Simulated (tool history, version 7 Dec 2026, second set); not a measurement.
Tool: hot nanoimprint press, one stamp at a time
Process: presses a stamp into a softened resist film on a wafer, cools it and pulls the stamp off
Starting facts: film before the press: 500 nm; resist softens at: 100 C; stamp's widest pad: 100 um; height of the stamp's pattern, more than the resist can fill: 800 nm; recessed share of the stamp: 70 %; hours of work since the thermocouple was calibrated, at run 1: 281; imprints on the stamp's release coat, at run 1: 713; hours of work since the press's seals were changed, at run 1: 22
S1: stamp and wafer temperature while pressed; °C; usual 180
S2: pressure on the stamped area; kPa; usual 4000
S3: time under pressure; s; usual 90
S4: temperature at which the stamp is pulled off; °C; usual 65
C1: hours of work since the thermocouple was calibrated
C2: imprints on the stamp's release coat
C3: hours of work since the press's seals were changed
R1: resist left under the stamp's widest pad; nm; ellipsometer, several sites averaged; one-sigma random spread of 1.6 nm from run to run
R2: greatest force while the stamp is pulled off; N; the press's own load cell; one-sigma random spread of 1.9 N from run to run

run,hour,S1,S2,S3,S4,C1,C2,C3,R1,R2
1,0.0,180,4000,90,65,281,713,22,287.3,211
2,45.2,180,4000,90,65,305,845,45,290.7,215
3,78.1,180,4000,90,54,322,941,62,291.4,255
4,101.8,180,4000,90,54,334,1011,75,292.6,260
5,144.9,180,4000,90,54,357,1137,97,294.9,261
6,175.8,180,4000,90,54,373,1227,113,297.8,261
7,197.4,180,4000,90,65,384,1291,125,295.1,226
8,234.7,180,4000,90,65,403,1400,144,295.0,229
# hour 267.4: stamp cleaned and given a new release coat
9,278.6,180,4000,55,65,423,33,164,343.6,198
10,300.5,180,4000,90,65,435,97,175,299.7,200
11,327.2,180,4000,90,65,449,175,189,297.9,207
12,347.7,180,4480,90,65,459,235,200,287.8,205
13,394.0,172,4480,90,65,483,371,224,383.5,207
14,433.9,180,4000,90,65,504,488,245,301.6,205
15,468.9,180,4000,90,65,523,590,263,302.7,212
16,493.6,180,4000,90,65,535,662,276,304.1,216
17,516.9,186,4000,96,65,548,731,288,234.4,218
18,541.2,180,2980,50,65,560,802,301,390.1,219
19,585.6,185,5890,105,65,583,932,324,197.3,222
# hour 608.6: plate thermocouple calibrated
20,628.2,185,5890,53,73,10,1048,345,228.0,190
21,662.5,185,5890,53,73,28,1148,363,229.6,193
22,710.1,170,3480,165,62,53,1287,388,367.5,236
23,749.9,180,4000,90,70,74,1404,408,285.5,210
# hour 780.7: stamp cleaned and given a new release coat
24,782.1,189,2880,90,65,87,4,422,229.7,194
25,829.7,180,4000,90,61,112,143,447,285.7,214
26,861.5,180,4000,53,65,129,236,463,336.5,200
27,901.6,180,2790,90,65,150,354,484,331.2,205
28,942.9,170,4820,74,72,171,475,506,395.6,188
29,962.3,170,4820,74,72,181,531,516,397.1,189
30,1005.0,170,4820,74,72,204,656,538,400.4,189

Hidden condition of the tool, last listed run before each entry between runs versus first listed run after:
Runs 8 to 9: stamp cleaned and given a new release coat (hour 267.4)
  true temperature over the reading, C: -1.5 -> -1.58; pressure that arrives at the usual setting, %: 99 -> 98.86; grip of the stamp's worn release coat, % over a new coat's: 15.7 -> 0.4
  measured result minus the result with no hidden state, R1: +18.2 -> +19.2 nm; R2: +36 -> +5 N
Runs 19 to 20: plate thermocouple calibrated (hour 608.6)
  true temperature over the reading, C: -2.22 -> 0.02; pressure that arrives at the usual setting, %: 97.74 -> 97.59; grip of the stamp's worn release coat, % over a new coat's: 10.4 -> 11.7
  measured result minus the result with no hidden state, R1: +22.5 -> +3.8 nm; R2: +27 -> +20 N
Runs 23 to 24: stamp cleaned and given a new release coat (hour 780.7)
  true temperature over the reading, C: -0.22 -> -0.28; pressure that arrives at the usual setting, %: 97.15 -> 97.06; grip of the stamp's worn release coat, % over a new coat's: 15.7 -> 0
  measured result minus the result with no hidden state, R1: +6.0 -> +5.0 nm; R2: +30 -> +1 N

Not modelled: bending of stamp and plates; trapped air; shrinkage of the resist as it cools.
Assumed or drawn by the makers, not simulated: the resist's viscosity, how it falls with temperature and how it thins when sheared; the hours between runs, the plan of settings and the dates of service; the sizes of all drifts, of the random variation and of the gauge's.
